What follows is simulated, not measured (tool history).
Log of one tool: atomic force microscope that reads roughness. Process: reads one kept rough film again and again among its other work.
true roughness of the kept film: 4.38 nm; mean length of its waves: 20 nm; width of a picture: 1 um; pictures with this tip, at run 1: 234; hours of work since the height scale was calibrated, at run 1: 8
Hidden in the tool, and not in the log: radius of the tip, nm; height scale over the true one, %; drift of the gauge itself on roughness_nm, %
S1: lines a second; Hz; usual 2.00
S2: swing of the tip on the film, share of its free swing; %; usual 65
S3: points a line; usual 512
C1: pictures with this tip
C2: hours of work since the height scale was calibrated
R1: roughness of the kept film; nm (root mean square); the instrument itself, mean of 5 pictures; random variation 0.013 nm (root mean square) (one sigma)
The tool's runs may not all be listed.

| run | hour | S1 | S2 | S3 | C1 | C2 | R1 |
|---|---|---|---|---|---|---|---|
| 1 | 0.0 | 2.00 | 65 | 512 | 234 | 8 | 1.957 |
| 2 | 8.2 | 2.00 | 65 | 512 | 243 | 12 | 1.930 |
| 3 | 16.2 | 2.00 | 65 | 512 | 251 | 17 | 1.902 |
| 4 | 25.8 | 2.00 | 65 | 512 | 262 | 22 | 1.856 |
| 5 | 34.0 | 2.00 | 65 | 512 | 270 | 27 | 1.844 |
| 6 | 40.1 | 2.00 | 65 | 419 | 277 | 31 | 1.809 |
| 7 | 49.6 | 2.00 | 75 | 419 | 287 | 36 | 1.730 |
| 8 | 55.9 | 2.00 | 75 | 419 | 294 | 40 | 1.715 |
| 9 | 65.0 | 2.00 | 75 | 419 | 304 | 45 | 1.683 |
|  | 68.6 | new tip fitted |
| 10 | 71.9 | 2.00 | 75 | 419 | 4 | 49 | 3.047 |
| 11 | 82.0 | 2.00 | 75 | 419 | 15 | 55 | 2.960 |
| 12 | 88.7 | 2.00 | 75 | 419 | 22 | 58 | 2.875 |
| 13 | 95.2 | 2.00 | 75 | 419 | 29 | 62 | 2.832 |
| 14 | 104.5 | 3.37 | 65 | 512 | 39 | 68 | 2.793 |
| 15 | 115.3 | 2.00 | 65 | 512 | 51 | 74 | 2.758 |
| 16 | 121.5 | 2.00 | 65 | 613 | 57 | 77 | 2.745 |
| 17 | 127.3 | 2.57 | 65 | 512 | 64 | 81 | 2.659 |
| 18 | 134.5 | 2.57 | 65 | 512 | 71 | 85 | 2.632 |
| 19 | 142.3 | 2.57 | 65 | 512 | 80 | 89 | 2.579 |
| 20 | 146.8 | 0.84 | 72 | 486 | 85 | 92 | 2.584 |
|  | 148.3 | height scale calibrated on a step standard |
| 21 | 158.1 | 0.84 | 72 | 486 | 96 | 6 | 2.534 |
| 22 | 162.9 | 2.77 | 63 | 971 | 101 | 8 | 2.481 |
| 23 | 171.9 | 2.77 | 63 | 971 | 111 | 14 | 2.402 |
| 24 | 179.0 | 2.66 | 72 | 512 | 118 | 18 | 2.295 |
| 25 | 186.0 | 0.70 | 81 | 558 | 126 | 22 | 2.381 |
| 26 | 194.2 | 0.64 | 65 | 512 | 135 | 26 | 2.371 |
| 27 | 204.1 | 1.77 | 72 | 889 | 146 | 32 | 2.265 |
|  | 213.2 | height scale calibrated on a step standard, once more |
| 28 | 213.4 | 1.31 | 86 | 538 | 154 | 0 | 2.143 |
| 29 | 219.1 | 1.22 | 63 | 744 | 161 | 3 | 2.247 |
| 30 | 226.4 | 1.22 | 84 | 389 | 169 | 8 | 2.088 |
| 31 | 231.6 | 1.22 | 84 | 389 | 174 | 11 | 2.074 |
| 32 | 241.6 | 1.22 | 90 | 763 | 185 | 16 | 2.035 |
| 33 | 250.6 | 0.68 | 77 | 378 | 195 | 22 | 2.086 |
| 34 | 255.3 | 0.68 | 75 | 378 | 200 | 24 | 2.078 |
| 35 | 262.5 | 0.68 | 75 | 378 | 208 | 29 | 2.027 |
| 36 | 269.1 | 1.43 | 71 | 616 | 215 | 32 | 2.011 |

Hidden state at the last listed run before each entry between runs and at the first one after, where it differs:
Between runs 9 and 10: new tip fitted (hour 68.6)
  radius of the tip, nm: 32.2 -> 7.6; height scale over the true one, %: 0 -> 0.01
  measured less the result without the state, R1: -1.412 -> -0.060 nm (root mean square)
Between runs 20 and 21: height scale calibrated on a step standard (hour 148.3)
  radius of the tip, nm: 14.5 -> 15.5; height scale over the true one, %: 0.12 -> 0.22
  measured less the result without the state, R1: -0.640 -> -0.708 nm (root mean square)
Between runs 27 and 28: height scale calibrated on a step standard, once more (hour 213.2)
  radius of the tip, nm: 19.6 -> 20.2; height scale over the true one, %: 0.29 -> 0.07
  measured less the result without the state, R1: -0.935 -> -0.937 nm (root mean square)
